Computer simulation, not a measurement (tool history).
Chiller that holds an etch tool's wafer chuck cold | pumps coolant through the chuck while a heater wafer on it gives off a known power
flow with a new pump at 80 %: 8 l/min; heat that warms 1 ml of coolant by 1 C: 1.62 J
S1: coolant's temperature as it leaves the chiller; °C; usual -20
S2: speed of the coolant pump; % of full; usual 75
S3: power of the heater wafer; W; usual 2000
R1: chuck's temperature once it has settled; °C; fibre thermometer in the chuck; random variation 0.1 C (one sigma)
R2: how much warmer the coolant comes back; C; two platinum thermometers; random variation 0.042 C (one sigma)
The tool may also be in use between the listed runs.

run 1 hour=0.0 | S1=-20 S2=75 S3=2000 | R1=0.6 R2=9.91
run 2 hour=44.4 | S1=-20 S2=75 S3=2000 | R1=0.4 R2=9.95
run 3 hour=93.6 | S1=-20 S2=75 S3=2000 | R1=0.4 R2=9.95
run 4 hour=129.4 | S1=-20 S2=75 S3=2000 | R1=0.5 R2=9.96
run 5 hour=159.8 | S1=-20 S2=75 S3=2000 | R1=0.5 R2=9.98
run 6 hour=182.5 | S1=-19 S2=75 S3=2000 | R1=1.3 R2=10.01
run 7 hour=234.1 | S1=-20 S2=75 S3=2000 | R1=0.4 R2=10.00
run 8 hour=284.4 | S1=-20 S2=75 S3=2000 | R1=0.4 R2=9.99
run 9 hour=313.1 | S1=-20 S2=75 S3=2000 | R1=0.3 R2=10.07
run 10 hour=334.9 | S1=-20 S2=75 S3=2000 | R1=0.3 R2=9.97
run 11 hour=369.0 | S1=-20 S2=75 S3=2000 | R1=0.5 R2=10.05
run 12 hour=414.2 | S1=-20 S2=92 S3=2000 | R1=-3.1 R2=8.18
run 13 hour=436.5 | S1=-20 S2=86 S3=2000 | R1=-1.9 R2=8.79
run 14 hour=470.8 | S1=-20 S2=86 S3=2000 | R1=-1.7 R2=8.72
run 15 hour=500.1 | S1=-20 S2=89 S3=2000 | R1=-2.5 R2=8.52
run 16 hour=545.1 | S1=-20 S2=89 S3=2000 | R1=-2.6 R2=8.55
run 17 hour=596.3 | S1=-15 S2=82 S3=2000 | R1=4.0 R2=9.31
run 18 hour=618.8 | S1=-30 S2=68 S3=2000 | R1=-7.7 R2=11.22
run 19 hour=668.7 | S1=-30 S2=68 S3=2000 | R1=-7.7 R2=11.21
run 20 hour=713.2 | S1=-30 S2=87 S3=2729 | R1=-5.5 R2=11.80
run 21 hour=747.7 | S1=-13 S2=90 S3=1277 | R1=-1.9 R2=5.54
-- hour=755.6 gauge calibrated
run 22 hour=778.1 | S1=-13 S2=90 S3=2496 | R1=8.6 R2=10.21
run 23 hour=821.8 | S1=-13 S2=66 S3=2728 | R1=18.2 R2=15.46
run 24 hour=846.3 | S1=-13 S2=66 S3=2728 | R1=18.0 R2=15.52
run 25 hour=888.8 | S1=-20 S2=64 S3=1270 | R1=-5.2 R2=7.53
run 26 hour=937.7 | S1=-25 S2=86 S3=1270 | R1=-13.4 R2=5.53
run 27 hour=986.5 | S1=-29 S2=79 S3=1430 | R1=-15.2 R2=6.77
run 28 hour=1026.7 | S1=-29 S2=79 S3=1430 | R1=-15.3 R2=6.85
run 29 hour=1057.0 | S1=-29 S2=96 S3=2192 | R1=-11.0 R2=8.44
run 30 hour=1082.9 | S1=-13 S2=67 S3=2000 | R1=9.6 R2=11.21
run 31 hour=1123.7 | S1=-13 S2=67 S3=2000 | R1=9.6 R2=11.35
run 32 hour=1147.9 | S1=-13 S2=67 S3=2000 | R1=9.6 R2=11.32

Forecast each of these 3 alternatives for the next run:
run A hour=1190.6 | S1=-23 S2=78 S3=2244 | R1=? R2=?
run B hour=1190.6 | S1=-20 S2=84 S3=2000 | R1=? R2=?
run C hour=1190.6 | S1=-23 S2=72 S3=1118 | R1=? R2=?

run=A R1=-0.6 R2=10.85
run=B R1=-1.4 R2=8.95
run=C R1=-11.2 R2=6.02
Without the tool's hidden state the same runs would have given:
run=A R1=-0.6 R2=10.67
run=B R1=-1.5 R2=8.77
run=C R1=-11.2 R2=5.84
